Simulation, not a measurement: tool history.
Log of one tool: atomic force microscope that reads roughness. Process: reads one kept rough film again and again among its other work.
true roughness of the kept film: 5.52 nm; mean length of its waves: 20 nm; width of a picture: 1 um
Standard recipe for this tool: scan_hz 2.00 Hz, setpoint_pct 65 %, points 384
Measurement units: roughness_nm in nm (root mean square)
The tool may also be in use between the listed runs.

run,hour,scan_hz,setpoint_pct,points,roughness_nm
1,0.0,2.00,65,384,4.164
2,43.0,2.00,65,384,3.346
3,64.4,2.00,65,384,3.050
# hour 91.6: new tip fitted
4,104.4,2.00,65,384,3.848
5,125.8,2.00,71,384,3.422
6,149.4,2.00,71,492,3.086
7,169.8,2.00,65,384,2.837
# hour 183.1: new tip fitted
8,205.6,2.00,65,384,3.696
9,225.8,2.00,65,384,3.313
10,248.3,2.00,65,384,3.020
# hour 275.2: new tip fitted
11,280.9,2.00,65,384,3.995
12,300.4,2.00,65,384,3.557
13,332.5,2.00,65,384,3.116
# hour 367.9: new tip fitted
14,375.2,2.00,65,598,3.957
# hour 379.5: height scale calibrated on a step standard
15,410.4,2.00,65,598,3.412
16,441.9,2.00,61,598,2.985
# hour 461.2: new tip fitted
17,470.6,2.00,61,598,4.045
18,514.9,2.00,61,598,3.231
19,543.7,3.43,65,384,2.705
# hour 551.5: new tip fitted
20,582.6,3.43,65,384,3.459
21,609.0,0.70,78,420,3.159
# hour 614.1: height scale calibrated on a step standard, once more
# hour 644.0: new tip fitted
22,648.8,0.69,60,420,4.099
23,687.4,2.00,65,493,3.238
24,716.8,2.00,65,493,2.830
# hour 735.1: new tip fitted
25,741.9,1.94,65,384,3.993
26,767.1,0.96,72,384,3.484
27,797.0,1.74,81,457,2.901
28,823.1,0.57,77,444,2.742
# hour 826.5: new tip fitted
29,854.8,2.85,71,513,3.347
30,896.5,0.65,72,396,2.855
# hour 916.8: new tip fitted
31,932.8,0.65,72,396,3.785
32,972.5,1.33,83,396,3.002
33,995.1,1.33,80,757,2.821
# hour 1007.3: new tip fitted
34,1033.3,0.72,65,364,3.608
35,1055.0,1.48,56,258,3.161
36,1077.2,2.81,56,283,2.829
# hour 1097.2: new tip fitted
37,1099.0,1.17,62,592,4.154
38,1142.4,1.17,63,592,3.331
39,1182.0,1.17,63,592,2.805

What if the next run were any one of these 4? Each begins from the tool's condition after run 39:
# hour 1189.3: new tip fitted
A,1203.4,0.65,57,380,?
# hour 1189.3: new tip fitted
B,1203.4,2.00,87,952,?
# hour 1189.3: new tip fitted
C,1203.4,0.80,63,576,?
# hour 1189.3: new tip fitted
D,1203.4,1.17,72,435,?

run,roughness_nm
A,3.915
B,3.606
C,3.960
D,3.851
The same runs, with their run-to-run variation unchanged, on a tool lacking any hidden condition would have given:
run,roughness_nm
A,4.208
B,3.877
C,4.257
D,4.141
